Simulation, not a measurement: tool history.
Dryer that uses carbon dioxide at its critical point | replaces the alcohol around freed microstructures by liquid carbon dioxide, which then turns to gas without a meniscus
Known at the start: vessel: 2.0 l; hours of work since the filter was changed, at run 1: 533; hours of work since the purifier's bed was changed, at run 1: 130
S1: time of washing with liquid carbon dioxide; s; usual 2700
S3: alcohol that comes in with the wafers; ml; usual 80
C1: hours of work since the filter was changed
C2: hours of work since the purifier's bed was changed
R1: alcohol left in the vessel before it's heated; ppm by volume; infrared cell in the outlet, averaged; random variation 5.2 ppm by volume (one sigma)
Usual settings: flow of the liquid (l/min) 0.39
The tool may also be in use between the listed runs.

{"run": 1, "hour": 0.0, "S1": 2700, "flow of the liquid (l/min)": 0.39, "S3": 80, "C1": 533, "C2": 130, "R1": 205}
{"run": 2, "hour": 9.8, "S1": 2700, "flow of the liquid (l/min)": 0.39, "S3": 80, "C1": 538, "C2": 134, "R1": 216}
{"run": 3, "hour": 20.1, "S1": 2700, "flow of the liquid (l/min)": 0.39, "S3": 80, "C1": 543, "C2": 140, "R1": 217}
{"run": 4, "hour": 26.0, "S1": 2700, "flow of the liquid (l/min)": 0.39, "S3": 80, "C1": 546, "C2": 142, "R1": 227}
{"run": 5, "hour": 33.6, "S1": 1740, "flow of the liquid (l/min)": 0.39, "S3": 80, "C1": 550, "C2": 146, "R1": 1297}
{"run": 6, "hour": 44.0, "S1": 2700, "flow of the liquid (l/min)": 0.39, "S3": 80, "C1": 555, "C2": 151, "R1": 217}
{"run": 7, "hour": 52.0, "S1": 2700, "flow of the liquid (l/min)": 0.39, "S3": 80, "C1": 559, "C2": 155, "R1": 215}
{"run": 8, "hour": 60.9, "S1": 2700, "flow of the liquid (l/min)": 0.39, "S3": 80, "C1": 563, "C2": 160, "R1": 221}
{"hour": 66.0, "done": "inlet filter changed"}
{"run": 9, "hour": 67.3, "S1": 2700, "flow of the liquid (l/min)": 0.39, "S3": 21, "C1": 1, "C2": 163, "R1": 51}
{"run": 10, "hour": 75.6, "S1": 2700, "flow of the liquid (l/min)": 0.39, "S3": 21, "C1": 5, "C2": 167, "R1": 64}
{"run": 11, "hour": 84.3, "S1": 2700, "flow of the liquid (l/min)": 0.39, "S3": 21, "C1": 9, "C2": 171, "R1": 61}
{"run": 12, "hour": 93.0, "S1": 2700, "flow of the liquid (l/min)": 0.39, "S3": 108, "C1": 13, "C2": 175, "R1": 144}
{"run": 13, "hour": 98.3, "S1": 1920, "flow of the liquid (l/min)": 0.383, "S3": 95, "C1": 16, "C2": 178, "R1": 731}
{"run": 14, "hour": 104.5, "S1": 1920, "flow of the liquid (l/min)": 0.383, "S3": 95, "C1": 19, "C2": 181, "R1": 711}
{"run": 15, "hour": 111.6, "S1": 2760, "flow of the liquid (l/min)": 0.39, "S3": 80, "C1": 23, "C2": 185, "R1": 119}
{"run": 16, "hour": 117.8, "S1": 2760, "flow of the liquid (l/min)": 0.39, "S3": 80, "C1": 26, "C2": 188, "R1": 121}
{"run": 17, "hour": 123.6, "S1": 2700, "flow of the liquid (l/min)": 0.39, "S3": 21, "C1": 29, "C2": 191, "R1": 61}
{"run": 18, "hour": 133.1, "S1": 2160, "flow of the liquid (l/min)": 0.437, "S3": 27, "C1": 33, "C2": 195, "R1": 95}
{"run": 19, "hour": 138.4, "S1": 2700, "flow of the liquid (l/min)": 0.367, "S3": 47, "C1": 36, "C2": 198, "R1": 119}
{"run": 20, "hour": 148.0, "S1": 1680, "flow of the liquid (l/min)": 0.596, "S3": 80, "C1": 41, "C2": 203, "R1": 156}
{"run": 21, "hour": 152.7, "S1": 2700, "flow of the liquid (l/min)": 0.397, "S3": 80, "C1": 43, "C2": 205, "R1": 120}

Forecast each of these 4 alternatives for the next run:
{"run": "A", "hour": 158.1, "S1": 2160, "flow of the liquid (l/min)": 0.397, "S3": 24, "C1": 46, "C2": 208, "R1": "?"}
{"run": "B", "hour": 158.1, "S1": 2700, "flow of the liquid (l/min)": 0.377, "S3": 77, "C1": 46, "C2": 208, "R1": "?"}
{"run": "C", "hour": 158.1, "S1": 2700, "flow of the liquid (l/min)": 0.508, "S3": 80, "C1": 46, "C2": 208, "R1": "?"}
{"run": "D", "hour": 158.1, "S1": 1800, "flow of the liquid (l/min)": 0.641, "S3": 80, "C1": 46, "C2": 208, "R1": "?"}

run=A R1=136
run=B R1=154
run=C R1=61
run=D R1=90
Without the tool's hidden state the same runs would have given:
run=A R1=95
run=B R1=111
run=C R1=25
run=D R1=50

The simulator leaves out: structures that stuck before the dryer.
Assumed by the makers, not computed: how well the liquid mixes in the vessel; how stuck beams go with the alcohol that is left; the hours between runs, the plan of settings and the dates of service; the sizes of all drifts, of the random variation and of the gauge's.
